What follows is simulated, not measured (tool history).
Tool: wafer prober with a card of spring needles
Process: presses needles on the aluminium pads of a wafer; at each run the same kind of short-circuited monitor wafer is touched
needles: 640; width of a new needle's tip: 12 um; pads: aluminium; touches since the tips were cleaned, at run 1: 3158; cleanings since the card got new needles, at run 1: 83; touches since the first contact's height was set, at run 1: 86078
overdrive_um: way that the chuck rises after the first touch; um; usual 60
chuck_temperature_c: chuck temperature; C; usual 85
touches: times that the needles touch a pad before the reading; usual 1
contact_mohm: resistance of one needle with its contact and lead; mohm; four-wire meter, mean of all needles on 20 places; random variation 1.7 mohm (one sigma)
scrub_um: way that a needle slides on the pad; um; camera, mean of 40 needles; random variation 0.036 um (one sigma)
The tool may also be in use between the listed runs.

| run | hour | overdrive_um | chuck_temperature_c | touches | touches since the tips were cleaned | cleanings since the card got new needles | touches since the first contact's height was set | contact_mohm | scrub_um |
|---|---|---|---|---|---|---|---|---|---|
| 1 | 0.0 | 60 | 85 | 1 | 3158 | 83 | 86078 | 237 | 16.11 |
|  | 2.0 | tips cleaned on abrasive film |
|  | 11.5 | tips cleaned on abrasive film |
|  | 21.0 | tips cleaned on abrasive film |
|  | 28.6 | tips cleaned on abrasive film |
|  | 38.1 | tips cleaned on abrasive film |
|  | 38.4 | height of the first contact set anew |
|  | 47.9 | tips cleaned on abrasive film |
| 2 | 47.9 | 60 | 85 | 1 | 0 | 89 | 5229 | 180 | 16.45 |
|  | 57.4 | tips cleaned on abrasive film |
|  | 66.9 | tips cleaned on abrasive film |
|  | 76.3 | tips cleaned on abrasive film |
|  | 84.0 | tips cleaned on abrasive film |
|  | 91.6 | tips cleaned on abrasive film |
| 3 | 93.3 | 60 | 85 | 1 | 978 | 94 | 30348 | 206 | 16.40 |
|  | 100.9 | tips cleaned on abrasive film |
|  | 108.5 | tips cleaned on abrasive film |
|  | 118.0 | tips cleaned on abrasive film |
|  | 127.5 | tips cleaned on abrasive film |
|  | 137.0 | tips cleaned on abrasive film |
| 4 | 144.5 | 60 | 85 | 1 | 4168 | 99 | 58658 | 257 | 16.23 |
|  | 146.5 | tips cleaned on abrasive film |
|  | 155.9 | tips cleaned on abrasive film |
|  | 165.4 | tips cleaned on abrasive film |
| 5 | 172.6 | 60 | 85 | 1 | 4023 | 102 | 74227 | 253 | 16.19 |
|  | 174.6 | tips cleaned on abrasive film |
|  | 184.1 | tips cleaned on abrasive film |
|  | 191.7 | tips cleaned on abrasive film |
| 6 | 197.7 | 40 | 85 | 1 | 3371 | 105 | 88094 | 317 | 10.57 |
|  | 199.7 | tips cleaned on abrasive film |
|  | 207.3 | tips cleaned on abrasive film |
|  | 216.8 | tips cleaned on abrasive film |
| 7 | 222.6 | 60 | 85 | 1 | 3245 | 108 | 101834 | 253 | 16.04 |
|  | 224.6 | tips cleaned on abrasive film |
|  | 232.4 | height of the first contact set anew |
|  | 234.4 | tips cleaned on abrasive film |
|  | 243.9 | tips cleaned on abrasive film |
|  | 253.4 | tips cleaned on abrasive film |
|  | 262.9 | tips cleaned on abrasive film |
|  | 272.4 | tips cleaned on abrasive film |
| 8 | 277.9 | 60 | 85 | 1 | 3111 | 114 | 25153 | 238 | 16.46 |
|  | 281.8 | tips cleaned on abrasive film |
|  | 291.3 | tips cleaned on abrasive film |
|  | 300.8 | tips cleaned on abrasive film |
|  | 310.2 | tips cleaned on abrasive film |
| 9 | 312.2 | 60 | 85 | 1 | 1070 | 118 | 44066 | 211 | 16.34 |
|  | 317.9 | tips cleaned on abrasive film |
|  | 325.6 | tips cleaned on abrasive film |
|  | 335.1 | tips cleaned on abrasive film |
| 10 | 341.5 | 60 | 85 | 1 | 3605 | 121 | 60298 | 258 | 16.23 |
|  | 343.5 | tips cleaned on abrasive film |
|  | 353.0 | tips cleaned on abrasive film |
|  | 362.5 | tips cleaned on abrasive film |
|  | 370.1 | tips cleaned on abrasive film |
|  | 379.6 | tips cleaned on abrasive film |
|  | 389.1 | tips cleaned on abrasive film |
| 11 | 394.9 | 60 | 85 | 1 | 3296 | 127 | 89835 | 252 | 15.98 |
|  | 396.9 | tips cleaned on abrasive film |
|  | 404.5 | tips cleaned on abrasive film |
|  | 414.0 | tips cleaned on abrasive film |
|  | 421.6 | tips cleaned on abrasive film |
|  | 427.6 | height of the first contact set anew |
|  | 431.4 | tips cleaned on abrasive film |
|  | 439.7 | tips cleaned on abrasive film |
| 12 | 439.7 | 60 | 85 | 1 | 0 | 133 | 6662 | 181 | 16.61 |
|  | 449.2 | tips cleaned on abrasive film |
|  | 458.7 | tips cleaned on abrasive film |
|  | 468.2 | tips cleaned on abrasive film |
|  | 475.8 | tips cleaned on abrasive film |
| 13 | 483.0 | 60 | 108 | 1 | 4020 | 137 | 30623 | 261 | 16.39 |
|  | 484.9 | tips cleaned on abrasive film |
|  | 492.6 | tips cleaned on abrasive film |
|  | 502.0 | tips cleaned on abrasive film |
|  | 511.5 | tips cleaned on abrasive film |
|  | 521.0 | tips cleaned on abrasive film |
| 14 | 528.5 | 58 | 108 | 3 | 4156 | 142 | 55771 | 211 | 15.65 |
|  | 530.4 | tips cleaned on abrasive film |
|  | 538.0 | tips cleaned on abrasive film |
|  | 545.7 | tips cleaned on abrasive film |
|  | 555.2 | tips cleaned on abrasive film |
|  | 562.8 | tips cleaned on abrasive film |
|  | 570.4 | tips cleaned on abrasive film |
| 15 | 572.7 | 58 | 108 | 3 | 1288 | 148 | 80151 | 196 | 15.52 |
|  | 578.4 | tips cleaned on abrasive film |
|  | 587.9 | tips cleaned on abrasive film |
|  | 595.5 | tips cleaned on abrasive film |
| 16 | 595.9 | 54 | 47 | 2 | 221 | 151 | 92968 | 183 | 14.33 |
|  | 603.5 | tips cleaned on abrasive film |
|  | 613.0 | tips cleaned on abrasive film |
|  | 620.6 | tips cleaned on abrasive film |
|  | 622.8 | height of the first contact set anew |
|  | 630.4 | tips cleaned on abrasive film |
|  | 639.9 | tips cleaned on abrasive film |
| 17 | 640.9 | 48 | 85 | 2 | 542 | 156 | 9989 | 200 | 13.15 |
|  | 648.5 | tips cleaned on abrasive film |
|  | 656.1 | tips cleaned on abrasive film |
|  | 665.6 | tips cleaned on abrasive film |
|  | 673.2 | tips cleaned on abrasive film |
|  | 682.7 | tips cleaned on abrasive film |
| 18 | 686.2 | 48 | 35 | 2 | 1936 | 161 | 35017 | 221 | 13.03 |
|  | 691.9 | tips cleaned on abrasive film |
|  | 701.4 | tips cleaned on abrasive film |
|  | 709.0 | tips cleaned on abrasive film |
|  | 718.5 | tips cleaned on abrasive film |
| 19 | 721.5 | 48 | 35 | 2 | 1666 | 165 | 54526 | 218 | 12.91 |
|  | 727.2 | tips cleaned on abrasive film |
|  | 736.7 | tips cleaned on abrasive film |
|  | 744.3 | tips cleaned on abrasive film |
|  | 753.8 | tips cleaned on abrasive film |
|  | 761.4 | tips cleaned on abrasive film |
|  | 770.9 | tips cleaned on abrasive film |
| 20 | 776.9 | 71 | 94 | 1 | 3367 | 171 | 85183 | 241 | 19.11 |
|  | 778.9 | tips cleaned on abrasive film |
|  | 786.5 | tips cleaned on abrasive film |
|  | 796.0 | tips cleaned on abrasive film |
|  | 803.6 | tips cleaned on abrasive film |
|  | 813.1 | tips cleaned on abrasive film |
|  | 817.2 | height of the first contact set anew |
|  | 821.0 | tips cleaned on abrasive film |
| 21 | 822.8 | 71 | 66 | 1 | 975 | 177 | 3075 | 196 | 19.57 |
|  | 830.4 | tips cleaned on abrasive film |
|  | 839.9 | tips cleaned on abrasive film |
|  | 849.3 | tips cleaned on abrasive film |
|  | 858.8 | tips cleaned on abrasive film |
|  | 868.3 | tips cleaned on abrasive film |
| 22 | 872.3 | 60 | 84 | 2 | 2246 | 182 | 30512 | 220 | 16.33 |
|  | 876.2 | tips cleaned on abrasive film |
|  | 883.8 | tips cleaned on abrasive film |
|  | 893.3 | tips cleaned on abrasive film |
|  | 900.9 | tips cleaned on abrasive film |
|  | 910.4 | tips cleaned on abrasive film |
| 23 | 912.6 | 60 | 84 | 2 | 1241 | 187 | 52749 | 210 | 16.30 |
|  | 918.4 | tips cleaned on abrasive film |
|  | 927.8 | tips cleaned on abrasive film |
|  | 935.5 | tips cleaned on abrasive film |
|  | 944.9 | tips cleaned on abrasive film |
| 24 | 950.4 | 78 | 85 | 1 | 3031 | 191 | 73620 | 227 | 21.13 |
|  | 954.2 | tips cleaned on abrasive film |
|  | 963.7 | tips cleaned on abrasive film |
|  | 971.3 | tips cleaned on abrasive film |
| 25 | 976.7 | 70 | 85 | 1 | 2994 | 194 | 88160 | 244 | 18.75 |

Forecast each of these 3 alternatives for the next run:
|  | 980.5 | tips cleaned on abrasive film |
|  | 990.0 | tips cleaned on abrasive film |
|  | 997.6 | tips cleaned on abrasive film |
| A | 1002.0 | 47 | 77 | 2 | 2448 | 197 | 102154 | ? | ? |
|  | 980.5 | tips cleaned on abrasive film |
|  | 990.0 | tips cleaned on abrasive film |
|  | 997.6 | tips cleaned on abrasive film |
| B | 1002.0 | 63 | 40 | 1 | 2448 | 197 | 102154 | ? | ? |
|  | 980.5 | tips cleaned on abrasive film |
|  | 990.0 | tips cleaned on abrasive film |
|  | 997.6 | tips cleaned on abrasive film |
| C | 1002.0 | 46 | 85 | 1 | 2448 | 197 | 102154 | ? | ? |

| run | contact_mohm | scrub_um |
|---|---|---|
| A | 255 | 12.40 |
| B | 245 | 16.76 |
| C | 303 | 12.08 |
Without the tool's hidden state the same runs would have given:
| run | contact_mohm | scrub_um |
|---|---|---|
| A | 176 | 13.01 |
| B | 166 | 17.36 |
| C | 174 | 12.68 |
